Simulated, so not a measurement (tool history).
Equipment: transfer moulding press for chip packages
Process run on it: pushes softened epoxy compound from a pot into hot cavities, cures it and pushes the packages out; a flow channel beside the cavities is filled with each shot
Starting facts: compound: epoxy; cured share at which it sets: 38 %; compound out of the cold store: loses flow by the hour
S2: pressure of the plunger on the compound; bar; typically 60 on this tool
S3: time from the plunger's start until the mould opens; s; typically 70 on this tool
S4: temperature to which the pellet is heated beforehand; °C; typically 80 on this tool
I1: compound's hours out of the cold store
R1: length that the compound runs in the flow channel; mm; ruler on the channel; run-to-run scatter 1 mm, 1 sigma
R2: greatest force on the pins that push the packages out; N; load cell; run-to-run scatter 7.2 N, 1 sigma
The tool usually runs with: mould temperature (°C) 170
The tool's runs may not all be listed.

{"run": 1, "hour": 0.0, "mould temperature (°C)": 170, "S2": 60, "S3": 70, "S4": 80, "I1": 11.8, "R1": 799.1, "R2": 502}
{"run": 2, "hour": 39.9, "mould temperature (°C)": 170, "S2": 60, "S3": 70, "S4": 90, "I1": 47, "R1": 707.8, "R2": 492}
{"hour": 67.5, "done": "cavities cleaned with cleaning compound and waxed"}
{"run": 3, "hour": 75.0, "mould temperature (°C)": 170, "S2": 60, "S3": 70, "S4": 90, "I1": 31.3, "R1": 744.3, "R2": 351}
{"run": 4, "hour": 111.1, "mould temperature (°C)": 170, "S2": 60, "S3": 70, "S4": 90, "I1": 23.3, "R1": 762.3, "R2": 478}
{"run": 5, "hour": 157.3, "mould temperature (°C)": 170, "S2": 60, "S3": 70, "S4": 90, "I1": 14.7, "R1": 781.7, "R2": 513}
{"run": 6, "hour": 184.3, "mould temperature (°C)": 170, "S2": 60, "S3": 70, "S4": 90, "I1": 27.7, "R1": 747.4, "R2": 515}
{"hour": 189.5, "done": "cavities cleaned with cleaning compound and waxed"}
{"run": 7, "hour": 221.9, "mould temperature (°C)": 170, "S2": 60, "S3": 70, "S4": 90, "I1": 44.3, "R1": 704.4, "R2": 450}
{"hour": 259.7, "done": "plunger's sealing rings changed"}
{"run": 8, "hour": 274.3, "mould temperature (°C)": 170, "S2": 60, "S3": 70, "S4": 90, "I1": 20.4, "R1": 775.1, "R2": 526}
{"hour": 281.5, "done": "mould's thermocouples calibrated"}
{"run": 9, "hour": 304.5, "mould temperature (°C)": 170, "S2": 60, "S3": 70, "S4": 90, "I1": 47.1, "R1": 707.6, "R2": 515}
{"hour": 316.3, "done": "cavities cleaned with cleaning compound and waxed"}
{"run": 10, "hour": 335.4, "mould temperature (°C)": 170, "S2": 56.3, "S3": 70, "S4": 80, "I1": 24.1, "R1": 737.8, "R2": 415}
{"run": 11, "hour": 373.2, "mould temperature (°C)": 170, "S2": 63.1, "S3": 54, "S4": 82, "I1": 8.2, "R1": 821.8, "R2": 974}
{"hour": 393.9, "done": "mould's thermocouples calibrated, once more"}
{"run": 12, "hour": 417.8, "mould temperature (°C)": 170, "S2": 67.5, "S3": 50, "S4": 80, "I1": 12.4, "R1": 839.8, "R2": 1249}
{"hour": 438.6, "done": "cavities cleaned with cleaning compound and waxed"}
{"run": 13, "hour": 456.9, "mould temperature (°C)": 169, "S2": 60, "S3": 70, "S4": 85, "I1": 41.9, "R1": 717.8, "R2": 413}
{"run": 14, "hour": 511.1, "mould temperature (°C)": 170, "S2": 54, "S3": 90, "S4": 80, "I1": 9.7, "R1": 750.7, "R2": 434}
{"hour": 524.0, "done": "plunger's sealing rings changed"}
{"run": 15, "hour": 553.5, "mould temperature (°C)": 170, "S2": 54, "S3": 90, "S4": 80, "I1": 42.3, "R1": 684.6, "R2": 441}
{"hour": 560.6, "done": "cavities cleaned with cleaning compound and waxed"}
{"run": 16, "hour": 592.2, "mould temperature (°C)": 162, "S2": 45.8, "S3": 57, "S4": 80, "I1": 21.5, "R1": 687.9, "R2": 1229}
{"run": 17, "hour": 629.7, "mould temperature (°C)": 164, "S2": 59, "S3": 63, "S4": 87, "I1": 11.8, "R1": 800.1, "R2": 957}

Selected run-to-run steps in R1, each split into two signed amounts: the part the tool would show with no hidden state at all (from settings, incoming material and random variation), and the remainder, which goes to the hidden state together with any gauge scatter not common to the measured and the hidden-state-free results:
Unlogged tool condition in this case: true mould temperature over the reading, C; pressure that reaches the compound, % of what is set; grip of the stained cavities, % over clean ones'; drift of the gauge itself on flow_mm, %; drift of the gauge itself on push_out_n, %.
Run 12 -> 13: mould temperature (°C) 170 -> 169, S2 67.5 -> 60, S3 50 -> 70, S4 80 -> 85, cavities cleaned with cleaning compound and waxed. R1 -122 mm: hidden state -0.3, all else -121.7.
Run 14 -> 15: plunger's sealing rings changed. R1 -66.1 mm: hidden state +12, all else -78.1.
